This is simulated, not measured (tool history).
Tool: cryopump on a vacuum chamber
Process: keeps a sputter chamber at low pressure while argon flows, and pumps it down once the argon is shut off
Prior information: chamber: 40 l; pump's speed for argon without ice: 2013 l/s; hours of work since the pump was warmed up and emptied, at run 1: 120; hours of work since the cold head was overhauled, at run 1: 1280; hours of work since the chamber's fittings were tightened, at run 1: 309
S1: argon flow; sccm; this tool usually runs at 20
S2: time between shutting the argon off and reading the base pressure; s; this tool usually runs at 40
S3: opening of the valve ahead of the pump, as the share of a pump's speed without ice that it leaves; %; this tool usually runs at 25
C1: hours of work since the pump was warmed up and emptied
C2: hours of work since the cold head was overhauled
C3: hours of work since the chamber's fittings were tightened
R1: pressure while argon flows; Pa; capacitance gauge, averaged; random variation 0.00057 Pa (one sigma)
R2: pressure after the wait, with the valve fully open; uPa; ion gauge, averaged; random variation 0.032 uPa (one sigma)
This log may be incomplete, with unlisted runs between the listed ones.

run,day,S1,S2,S3,C1,C2,C3,R1,R2
1,0,20,40,25,120,1280,309,0.0663,1.78
2,2.025,20,40,19,159,1320,349,0.0897,1.81
3,5.554,20,40,19,228,1389,418,0.0895,1.81
4,8.683,20,40,19,290,1450,479,0.0895,1.82
5,11.871,20,40,19,352,1513,542,0.0903,1.83
6,14.254,20,40,19,399,1560,588,0.0904,1.83
7,16.546,20,40,19,444,1605,633,0.0914,1.89
8,19.862,20,40,19,509,1669,698,0.0911,1.82
9,22.883,14,40,25,568,1729,757,0.049,1.9
10,24.992,14,40,25,609,1770,799,0.05,1.87
11,27.158,20,40,25,652,1812,841,0.0698,1.87
12,30.475,20,40,25,717,1877,906,0.0703,1.92
13,32.046,20,40,25,747,1908,937,0.0708,1.91
14,33.667,20,40,35,779,1940,968,0.0519,1.96
15,36.812,20,40,35,841,2001,1030,0.0529,1.97
16,40.142,20,40,39,906,2067,1095,0.0478,2.02
17,42.979,20,46,25,961,2122,1151,0.0735,1.81
18,46.767,20,46,25,1036,2196,1225,0.0725,1.81
19,49.162,20,50,17,1083,2243,1272,0.1054,1.72
20,51.683,20,50,17,1132,2293,1321,0.1054,1.76
# day 53.412: pump warmed up, emptied and cooled again
21,54.208,34,36,41,16,2338,1367,0.0702,2.08
22,56.167,37,68,16,54,2376,1405,0.1969,1.37
23,58.883,14,40,16,107,2430,1458,0.0737,1.91
24,61.129,35,266,18,151,2474,1502,0.1657,0.64
25,63.483,11,47,25,197,2520,1548,0.0392,1.76
26,65.333,33,47,48,233,2556,1585,0.0599,1.71
27,67.55,33,47,48,277,2599,1628,0.0601,1.76
28,69.142,24,46,20,308,2631,1659,0.1021,1.82
29,72.733,15,40,19,378,2701,1730,0.0686,2.01
30,75.033,15,40,19,424,2746,1775,0.0697,2.08
31,77.421,20,40,55,470,2793,1821,0.0332,2.12
32,79.792,20,76,19,517,2839,1868,0.0912,1.38
33,83.2,20,76,19,583,2906,1935,0.0914,1.41
34,84.871,10,76,19,616,2939,1967,0.0471,1.45
35,86.683,9,110,45,652,2974,2003,0.0184,1.17

Had the tool no unlogged condition, and each run kept its random variation, what would the results have been?
The tool's hidden condition here consists of: pump's speed, % of a pump's without ice; cold plate's temperature, K; leak into the chamber, uPa l/s; drift of the gauge itself on working_pa, %; drift of the gauge itself on base_upa, %.
run,R1,R2
1,0.0654,1.69
2,0.0887,1.71
3,0.0882,1.7
4,0.0879,1.69
5,0.0884,1.69
6,0.0883,1.67
7,0.089,1.72
8,0.0884,1.64
9,0.0469,1.7
10,0.0477,1.66
11,0.0663,1.65
12,0.0665,1.67
13,0.0667,1.65
14,0.0477,1.69
15,0.0482,1.68
16,0.0427,1.71
17,0.0681,1.48
18,0.0665,1.46
19,0.0991,1.35
20,0.0987,1.36
21,0.0691,1.82
22,0.1954,1.09
23,0.073,1.62
24,0.1636,0.34
25,0.0384,1.45
26,0.0572,1.39
27,0.0571,1.42
28,0.0998,1.47
29,0.0669,1.65
30,0.0678,1.69
31,0.0305,1.7
32,0.0882,0.95
33,0.088,0.96
34,0.0453,1
35,0.0167,0.69

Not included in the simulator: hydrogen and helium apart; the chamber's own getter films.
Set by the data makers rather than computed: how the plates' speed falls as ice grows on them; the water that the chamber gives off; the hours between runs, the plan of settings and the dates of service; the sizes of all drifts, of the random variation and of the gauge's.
